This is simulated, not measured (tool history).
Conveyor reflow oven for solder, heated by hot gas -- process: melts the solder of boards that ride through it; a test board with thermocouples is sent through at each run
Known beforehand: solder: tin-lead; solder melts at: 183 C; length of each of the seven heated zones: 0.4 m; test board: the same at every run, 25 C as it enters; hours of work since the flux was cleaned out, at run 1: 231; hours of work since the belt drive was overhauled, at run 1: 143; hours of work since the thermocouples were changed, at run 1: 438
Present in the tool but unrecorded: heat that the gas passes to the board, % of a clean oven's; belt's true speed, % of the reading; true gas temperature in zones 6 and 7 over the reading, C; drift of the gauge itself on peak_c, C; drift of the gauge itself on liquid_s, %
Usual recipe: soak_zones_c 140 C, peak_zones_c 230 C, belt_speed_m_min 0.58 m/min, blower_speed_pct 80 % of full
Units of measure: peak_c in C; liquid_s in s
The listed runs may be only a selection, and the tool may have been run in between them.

run	hour	soak_zones_c	peak_zones_c	belt_speed_m_min	blower_speed_pct	hours of work since the flux was cleaned out	hours of work since the belt drive was overhauled	hours of work since the thermocouples were changed	peak_c	liquid_s
1	0	140	230	0.58	80	231	143	438	216.7	63.2
2	15.2	140	230	0.465	80	239	151	445	222	85.5
3	23.9	137	230	0.58	80	243	155	449	216.5	61.9
4	39.7	140	230	0.58	80	250	162	457	216.8	63.3
5	49.8	140	230	0.58	80	255	167	462	216.8	63.2
6	64.1	140	230	0.58	80	262	174	469	216.7	63.2
7	78.8	140	230	0.58	80	269	181	476	216.6	63.1
8	95	140	230	0.58	80	277	189	483	217.1	63.5
9	107.6	140	230	0.58	70	283	195	489	214.5	60.3
10	119	140	230	0.58	80	288	200	495	216.9	63.4
11	126.1	140	230	0.58	75	292	204	498	215.9	61.8
12	139.8	140	230	0.58	75	298	210	505	216	62
13	152.9	140	230	0.58	80	304	216	511	216.7	63.2
14	168.6	140	235	0.58	80	312	224	518	221.8	66.6
15	182.6	140	221	0.58	80	319	231	525	208.7	56.3
16	198.5	140	221	0.58	80	326	238	533	208.7	56
17	214	140	221	0.58	80	334	246	540	209.1	56.4
18	224.6	129	232	0.572	80	339	251	545	217.6	60.4
19	232.9	136	235	0.522	50	343	255	549	215.1	65.6
20	246.6	140	245	0.498	80	349	261	556	234.7	86.9
21	259.9	140	219	0.471	80	356	268	562	211.3	75
22	273.1	140	230	0.677	66	362	274	568	208.5	44.9
23	283.1	140	230	0.677	66	367	279	573	208.2	45.1
24	296	129	230	0.464	85	373	285	579	221.5	81.6
25	311.9	129	230	0.464	85	380	292	587	221.7	81.3
26	319.1	151	236	0.513	80	384	296	590	226.4	84.7
27	331	151	240	0.535	80	390	301	596	229.5	82.4
28	338.1	154	239	0.524	65	393	305	599	226.6	83.9
29	348.1	126	232	0.569	55	398	310	604	209.3	49.6
30	357.4	133	243	0.596	65	402	314	609	222.1	61.8

Each row is a separate what-if for the run after 30, all from the same tool condition, not one after another. Results?
A	366.3	150	243	0.52	86	406	318	613	?	?
B	366.3	133	235	0.651	65	406	318	613	?	?
C	366.3	133	244	0.596	65	406	318	613	?	?
D	366.3	140	230	0.58	78	406	318	613	?	?
E	366.3	133	243	0.596	83	406	318	613	?	?

run	peak_c	liquid_s
A	234	86.8
B	212	48.3
C	222.9	62.7
D	216.6	62.8
E	227.3	65.9
Take away the tool's hidden state, keep each run's random variation, and the runs would have read:
run	peak_c	liquid_s
A	234	86.8
B	212.1	48.3
C	223	62.7
D	216.6	62.8
E	227.4	65.9
